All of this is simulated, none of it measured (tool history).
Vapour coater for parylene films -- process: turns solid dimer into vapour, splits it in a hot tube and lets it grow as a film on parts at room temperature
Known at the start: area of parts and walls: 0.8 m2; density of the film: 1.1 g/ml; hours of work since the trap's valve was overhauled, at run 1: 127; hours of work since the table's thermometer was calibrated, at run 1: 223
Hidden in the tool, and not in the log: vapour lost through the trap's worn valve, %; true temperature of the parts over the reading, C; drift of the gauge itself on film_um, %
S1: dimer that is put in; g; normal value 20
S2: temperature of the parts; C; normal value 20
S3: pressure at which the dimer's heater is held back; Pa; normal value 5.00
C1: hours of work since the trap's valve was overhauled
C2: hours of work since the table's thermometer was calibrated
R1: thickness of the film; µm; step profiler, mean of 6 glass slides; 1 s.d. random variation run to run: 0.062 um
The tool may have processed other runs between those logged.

run   hour  S1  S2     S3   C1   C2     R1
  1    0.0  20  20   5.00  127  223  14.93
  2   10.5  20  20  10.38  133  228  12.53
  3   25.9  20  20  10.38  141  236  12.52
  4   44.0  13  20   5.00  150  246   9.71
  5   55.7  20  20   5.00  156  252  15.04
  6   74.5  20  20   5.00  166  262  14.98
  7   86.5  20  20   5.00  172  268  15.11
  8   97.8  20  20   5.00  178  274  15.03
  9  121.7  20  20   5.00  191  286  14.97
 10  145.0  20  20   5.00  203  298  14.97
 11  158.0  20  20   5.00  210  305  14.81
 12  169.4  20  20   4.11  215  311  15.61
 13  192.1  20  20  11.35  227  323  12.16
 14  215.0  20  20  11.35  239  335  12.17
 15  225.8  20  20  11.35  245  340  12.15
 16  242.1  20  20   5.00  253  349  14.91
 17  257.8  20  20   5.00  261  357  14.79
 18  271.6  20  21   5.00  269  364  14.27
 19  285.5  20  21   5.00  276  371  14.37
     288.1  -- table's thermometer calibrated
 20  307.9  20  21   5.00  287   10  14.25
 21  319.1  20  21   2.19  293   16  17.46
 22  341.5  28  22   2.19  304   28  23.72
 23  357.4  28  22   2.19  313   36  23.52
     365.6  -- table's thermometer calibrated, once more
 24  377.1  28  22   2.19  323    6  23.59
 25  392.0  28  26   4.78  330   14  17.26
 26  407.2  28  26   4.78  338   22  17.32
 27  425.2  28  26  11.56  348   31  13.89
 28  437.5  10  14  11.56  354   37   7.19
 29  453.1  28  16   5.00  362   46  23.08
 30  471.8  20  20   7.15  372   55  13.48
 31  490.3   9  13   8.07  381   65   7.22
     500.4  -- trap's valve overhauled
 32  510.1   9  13   8.07    5   73   7.60
 33  526.5  10  19   8.07   14   82   6.99
 34  541.5  10  17   8.07   21   89   7.43
 35  554.9  20  15   2.63   28   96  20.57
 36  578.7  20  15   2.63   41  109  20.57
 37  595.4  20  18   5.00   49  118  16.21
 38  613.4  20  18   5.00   59  127  16.14

Forecast each of these 5 alternatives for the next run:
  A  633.4  20  22   5.65  69  137   ?
  B  633.4  23  20   2.05  69  137   ?
  C  633.4  20  19   5.00  69  137   ?
  D  633.4  20  20   6.16  69  137   ?
  E  633.4  20  26  11.62  69  137   ?

run     R1
  A  13.88
  B  21.49
  C  15.61
  D  14.37
  E  10.29
Without the tool's hidden state the same runs would have given:
run     R1
  A  14.01
  B  21.68
  C  15.75
  D  14.50
  E  10.38
